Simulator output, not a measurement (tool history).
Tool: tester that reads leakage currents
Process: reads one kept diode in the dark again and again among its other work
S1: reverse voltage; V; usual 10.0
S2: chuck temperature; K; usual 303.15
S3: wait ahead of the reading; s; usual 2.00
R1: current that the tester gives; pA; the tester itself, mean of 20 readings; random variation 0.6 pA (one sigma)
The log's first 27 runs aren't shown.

run,hour,S1,S2,S3,R1
28,704.4,3.7,332.15,2.00,1246.17
29,722.7,3.7,332.15,2.00,1249.01
30,744.9,14.7,296.15,5.59,149.18
31,779.1,14.7,296.15,5.59,149.79
32,806.5,19.4,298.15,6.27,203.25
33,823.5,19.4,298.15,6.27,202.59
34,850.7,4.3,309.15,4.74,234.73
35,868.5,2.1,311.15,0.30,198.84

Forecast run 36:
36,902.2,2.9,303.15,6.70,?

Run 36 gave R1 118.99 pA.
Without the tool's hidden state the same run would have given R1 111.10 pA.

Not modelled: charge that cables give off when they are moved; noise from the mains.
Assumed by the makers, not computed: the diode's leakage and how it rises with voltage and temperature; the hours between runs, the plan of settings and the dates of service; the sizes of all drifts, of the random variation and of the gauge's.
